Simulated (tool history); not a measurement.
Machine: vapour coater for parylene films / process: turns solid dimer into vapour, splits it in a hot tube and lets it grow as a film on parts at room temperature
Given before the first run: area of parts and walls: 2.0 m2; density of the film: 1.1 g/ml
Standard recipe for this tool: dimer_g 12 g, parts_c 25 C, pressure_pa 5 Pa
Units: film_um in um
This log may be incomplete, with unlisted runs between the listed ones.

run,hour,dimer_g,parts_c,pressure_pa,film_um
1,0,12,25,5,2.641
# hour 8.7: trap's valve overhauled
2,38,12,25,5,2.772
3,88.5,12,25,5,2.77
4,129.6,12,18,5,3.232
5,191.1,12,18,5,3.21
6,275.6,12,18,5,3.177
7,347.9,12,25,5,2.707
8,416.6,12,25,5,2.691
9,460.7,12,25,6.39,2.549
10,535.8,12,25,6.39,2.556
11,577.1,12,25,5.46,2.612
# hour 592.8: trap's valve overhauled
12,660.4,12,25,5.46,2.717
13,710.9,12,25,2.63,3.064
14,790.8,12,25,2.63,3.064
15,867.8,12,25,2.63,3.053
16,917.9,12,25,2.63,3.027
17,975.2,12,25,2.63,3.006
18,1011.7,12,25,9.2,2.396
19,1066.1,12,25,9.2,2.388
20,1131.9,14,26,9.2,2.707
# hour 1171.3: trap's valve overhauled
21,1208,16,36,3.2,3.083
22,1266.8,20,35,2,4.287
23,1315.7,21,25,2.31,5.489
24,1358.5,19,21,2.31,5.403
25,1403.7,14,25,5.46,3.093
26,1456.8,12,25,6.65,2.556
27,1492.5,6,25,6.65,1.268
28,1538.6,12,25,5,2.665
29,1598.3,9,24,4.34,2.096
30,1675.7,9,24,4.34,2.078
# hour 1713.6: table's thermometer calibrated
31,1735.2,9,24,10.05,1.793
# hour 1750.2: trap's valve overhauled
32,1774.4,9,24,10.05,1.88
33,1810.3,9,24,10.05,1.861
34,1880.5,10,36,8.94,1.616

3 ways to go on from here, each from the tool as it stands after run 34. What would each give?
A,1940.6,13,36,6.58,?
B,1940.6,13,36,8.94,?
C,1940.6,11,25,5,?

run,film_um
A,2.212
B,2.097
C,2.521
Take away the tool's hidden state, keep each run's random variation, and the runs would have read:
run,film_um
A,2.247
B,2.13
C,2.562

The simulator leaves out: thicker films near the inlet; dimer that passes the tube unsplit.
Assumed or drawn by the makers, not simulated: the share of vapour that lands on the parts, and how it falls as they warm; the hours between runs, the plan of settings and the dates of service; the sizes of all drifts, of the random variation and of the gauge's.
